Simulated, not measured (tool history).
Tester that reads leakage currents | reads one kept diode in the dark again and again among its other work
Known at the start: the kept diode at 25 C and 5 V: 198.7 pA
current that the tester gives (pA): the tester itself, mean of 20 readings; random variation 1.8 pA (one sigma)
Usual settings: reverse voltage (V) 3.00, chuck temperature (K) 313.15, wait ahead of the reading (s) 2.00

| run | hour | reverse voltage (V) | chuck temperature (K) | wait ahead of the reading (s) | current that the tester gives (pA) |
|---|---|---|---|---|---|
| 1 | 0.0 | 3.00 | 313.15 | 2.00 | 590.36 |
| 2 | 20.0 | 3.00 | 313.15 | 2.00 | 588.49 |
| 3 | 57.1 | 1.97 | 313.15 | 2.00 | 504.73 |
| 4 | 76.4 | 3.00 | 313.15 | 0.88 | 590.14 |
| 5 | 93.2 | 3.00 | 296.15 | 2.00 | 138.95 |
| 6 | 130.5 | 3.00 | 296.15 | 2.00 | 138.06 |
| 7 | 167.6 | 3.00 | 296.15 | 2.00 | 137.59 |
| 8 | 201.7 | 2.19 | 300.15 | 0.52 | 176.87 |
| 9 | 225.5 | 2.19 | 300.15 | 0.52 | 177.02 |
| 10 | 252.2 | 14.37 | 300.15 | 0.43 | 363.01 |

Forecast run 11:
| 11 | 278.9 | 3.38 | 296.15 | 8.09 | ? |

current that the tester gives (pA): 144.23
Without the tool's hidden state the same run would have given current that the tester gives (pA) 143.91.

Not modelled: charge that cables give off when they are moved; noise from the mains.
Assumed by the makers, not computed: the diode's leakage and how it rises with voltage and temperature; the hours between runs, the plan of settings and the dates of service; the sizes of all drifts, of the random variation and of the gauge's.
